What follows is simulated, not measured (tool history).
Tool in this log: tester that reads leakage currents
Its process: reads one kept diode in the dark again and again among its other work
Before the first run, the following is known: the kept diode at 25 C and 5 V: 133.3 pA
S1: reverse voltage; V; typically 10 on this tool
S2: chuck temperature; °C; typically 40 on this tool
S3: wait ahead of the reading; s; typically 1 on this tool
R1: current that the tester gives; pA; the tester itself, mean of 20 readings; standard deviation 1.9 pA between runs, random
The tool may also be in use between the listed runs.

run	hour	S1	S2	S3	R1
1	0	10	40	1	637.61
2	71.2	10	40	1	632.71
3	148	10	40	1	635.13
4	200.8	10	40	1	632.53
5	284.2	10	40	1	625.78
6	354.1	10	40	1	629.3
7	418.7	10	40	2.02	621.99
8	459.4	10	40	2.02	623.66
9	521.7	10	40	1	625.14
10	593.1	3.8	42	1.89	488.48
11	666.8	9.3	25	1	176.52

Run 12, settings as shown, results not yet in. Your forecast:
12	748.5	9.3	25	1	?

R1: 176.95 pA
If the tool had no hidden condition, the same run with the same run-to-run variation would have returned R1 175.22 pA.
